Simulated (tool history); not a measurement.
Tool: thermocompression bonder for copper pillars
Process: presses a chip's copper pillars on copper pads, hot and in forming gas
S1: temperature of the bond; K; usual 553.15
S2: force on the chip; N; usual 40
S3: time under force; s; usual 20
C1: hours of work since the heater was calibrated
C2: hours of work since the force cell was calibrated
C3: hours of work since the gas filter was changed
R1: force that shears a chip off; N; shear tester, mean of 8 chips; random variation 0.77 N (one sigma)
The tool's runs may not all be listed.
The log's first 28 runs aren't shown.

run 29 day=33.117 | S1=543.15 S2=52 S3=59 | C1=146 C2=1066 C3=254 | R1=86
run 30 day=34.133 | S1=573.15 S2=40 S3=17 | C1=157 C2=1076 C3=264 | R1=64.3
run 31 day=35.321 | S1=567.15 S2=35 S3=12 | C1=169 C2=1089 C3=277 | R1=47.1
run 32 day=36.825 | S1=552.15 S2=40 S3=20 | C1=185 C2=1104 C3=292 | R1=52.9
run 33 day=38.479 | S1=553.15 S2=51 S3=20 | C1=202 C2=1122 C3=310 | R1=63.5
run 34 day=40.025 | S1=540.15 S2=35 S3=19 | C1=218 C2=1138 C3=326 | R1=38.2
run 35 day=41.788 | S1=577.15 S2=24 S3=51 | C1=237 C2=1156 C3=344 | R1=70
run 36 day=43.179 | S1=553.15 S2=49 S3=52 | C1=251 C2=1171 C3=359 | R1=86.9
run 37 day=44.004 | S1=529.15 S2=55 S3=24 | C1=260 C2=1179 C3=367 | R1=50.9
run 38 day=44.733 | S1=576.15 S2=39 S3=37 | C1=268 C2=1187 C3=375 | R1=85.5
run 39 day=46.246 | S1=576.15 S2=39 S3=37 | C1=283 C2=1203 C3=391 | R1=84.6

Forecast each of these 5 alternatives for the next run:
run A day=47.033 | S1=578.15 S2=37 S3=24 | C1=292 C2=1211 C3=399 | R1=?
run B day=47.033 | S1=531.15 S2=34 S3=15 | C1=292 C2=1211 C3=399 | R1=?
run C day=47.033 | S1=580.15 S2=44 S3=41 | C1=292 C2=1211 C3=399 | R1=?
run D day=47.033 | S1=544.15 S2=43 S3=24 | C1=292 C2=1211 C3=399 | R1=?
run E day=47.033 | S1=546.15 S2=40 S3=24 | C1=292 C2=1211 C3=399 | R1=?

run=A R1=71.1
run=B R1=28.2
run=C R1=99.2
run=D R1=52.7
run=E R1=51.3
Without the tool's hidden state the same runs would have given:
run=A R1=78.7
run=B R1=31.8
run=C R1=108.3
run=D R1=58.9
run=E R1=57.5
